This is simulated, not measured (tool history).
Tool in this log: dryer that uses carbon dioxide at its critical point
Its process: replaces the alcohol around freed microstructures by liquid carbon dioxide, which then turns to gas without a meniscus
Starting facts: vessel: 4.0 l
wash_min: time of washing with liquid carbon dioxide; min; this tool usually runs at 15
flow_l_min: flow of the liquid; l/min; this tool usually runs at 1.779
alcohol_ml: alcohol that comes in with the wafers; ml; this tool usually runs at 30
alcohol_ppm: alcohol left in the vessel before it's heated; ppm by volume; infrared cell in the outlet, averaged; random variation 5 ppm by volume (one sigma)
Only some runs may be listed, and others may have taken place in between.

run 1 hour=0.0 | wash_min=15 flow_l_min=1.779 alcohol_ml=30 | alcohol_ppm=101
run 2 hour=29.4 | wash_min=15 flow_l_min=1.779 alcohol_ml=30 | alcohol_ppm=105
run 3 hour=51.5 | wash_min=15 flow_l_min=1.779 alcohol_ml=30 | alcohol_ppm=120
run 4 hour=73.9 | wash_min=15 flow_l_min=1.779 alcohol_ml=30 | alcohol_ppm=121
run 5 hour=103.7 | wash_min=17 flow_l_min=1.779 alcohol_ml=30 | alcohol_ppm=85
run 6 hour=133.4 | wash_min=17 flow_l_min=1.779 alcohol_ml=30 | alcohol_ppm=98
-- hour=150.0 inlet filter changed
run 7 hour=152.4 | wash_min=15 flow_l_min=1.830 alcohol_ml=30 | alcohol_ppm=72
run 8 hour=179.2 | wash_min=15 flow_l_min=1.779 alcohol_ml=32 | alcohol_ppm=83
run 9 hour=195.2 | wash_min=11 flow_l_min=1.779 alcohol_ml=32 | alcohol_ppm=228
run 10 hour=225.0 | wash_min=11 flow_l_min=1.779 alcohol_ml=34 | alcohol_ppm=254
run 11 hour=254.3 | wash_min=11 flow_l_min=1.779 alcohol_ml=34 | alcohol_ppm=263
run 12 hour=277.7 | wash_min=11 flow_l_min=1.779 alcohol_ml=34 | alcohol_ppm=272
run 13 hour=294.1 | wash_min=11 flow_l_min=1.779 alcohol_ml=34 | alcohol_ppm=271
run 14 hour=318.6 | wash_min=11 flow_l_min=1.779 alcohol_ml=34 | alcohol_ppm=287
run 15 hour=332.9 | wash_min=11 flow_l_min=1.779 alcohol_ml=34 | alcohol_ppm=291
run 16 hour=360.4 | wash_min=15 flow_l_min=1.510 alcohol_ml=30 | alcohol_ppm=189
run 17 hour=377.5 | wash_min=15 flow_l_min=1.510 alcohol_ml=30 | alcohol_ppm=188
run 18 hour=398.4 | wash_min=15 flow_l_min=1.510 alcohol_ml=30 | alcohol_ppm=198
run 19 hour=416.7 | wash_min=15 flow_l_min=1.510 alcohol_ml=30 | alcohol_ppm=189
run 20 hour=436.6 | wash_min=15 flow_l_min=1.510 alcohol_ml=30 | alcohol_ppm=193
run 21 hour=466.9 | wash_min=15 flow_l_min=2.850 alcohol_ml=33 | alcohol_ppm=63
run 22 hour=497.3 | wash_min=15 flow_l_min=1.910 alcohol_ml=57 | alcohol_ppm=167
run 23 hour=513.8 | wash_min=20 flow_l_min=1.540 alcohol_ml=69 | alcohol_ppm=153
run 24 hour=535.1 | wash_min=15 flow_l_min=1.779 alcohol_ml=33 | alcohol_ppm=161
-- hour=557.9 inlet filter changed
run 25 hour=560.0 | wash_min=15 flow_l_min=1.340 alcohol_ml=29 | alcohol_ppm=215
run 26 hour=585.1 | wash_min=22 flow_l_min=1.320 alcohol_ml=114 | alcohol_ppm=171
run 27 hour=611.3 | wash_min=18 flow_l_min=2.470 alcohol_ml=51 | alcohol_ppm=69
run 28 hour=624.3 | wash_min=18 flow_l_min=2.470 alcohol_ml=51 | alcohol_ppm=65
run 29 hour=651.1 | wash_min=16 flow_l_min=1.779 alcohol_ml=23 | alcohol_ppm=100
run 30 hour=678.7 | wash_min=23 flow_l_min=1.779 alcohol_ml=23 | alcohol_ppm=79
run 31 hour=704.8 | wash_min=23 flow_l_min=1.779 alcohol_ml=73 | alcohol_ppm=78
run 32 hour=731.2 | wash_min=15 flow_l_min=1.260 alcohol_ml=99 | alcohol_ppm=815
run 33 hour=754.6 | wash_min=19 flow_l_min=1.350 alcohol_ml=22 | alcohol_ppm=130
run 34 hour=768.0 | wash_min=19 flow_l_min=1.350 alcohol_ml=22 | alcohol_ppm=118
run 35 hour=785.5 | wash_min=17 flow_l_min=2.310 alcohol_ml=67 | alcohol_ppm=100
run 36 hour=804.7 | wash_min=20 flow_l_min=2.670 alcohol_ml=100 | alcohol_ppm=81
run 37 hour=834.8 | wash_min=15 flow_l_min=1.560 alcohol_ml=44 | alcohol_ppm=279

4 ways to go on from here, each from the tool as it stands after run 37. What would each give?
run A hour=862.5 | wash_min=20 flow_l_min=1.779 alcohol_ml=30 | alcohol_ppm=?
run B hour=862.5 | wash_min=13 flow_l_min=1.430 alcohol_ml=76 | alcohol_ppm=?
run C hour=862.5 | wash_min=13 flow_l_min=1.410 alcohol_ml=41 | alcohol_ppm=?
run D hour=862.5 | wash_min=15 flow_l_min=2.490 alcohol_ml=67 | alcohol_ppm=?

run=A alcohol_ppm=108
run=B alcohol_ppm=837
run=C alcohol_ppm=519
run=D alcohol_ppm=108
Had the tool no hidden state, the same runs would have come out as:
run=A alcohol_ppm=22
run=B alcohol_ppm=495
run=C alcohol_ppm=289
run=D alcohol_ppm=16

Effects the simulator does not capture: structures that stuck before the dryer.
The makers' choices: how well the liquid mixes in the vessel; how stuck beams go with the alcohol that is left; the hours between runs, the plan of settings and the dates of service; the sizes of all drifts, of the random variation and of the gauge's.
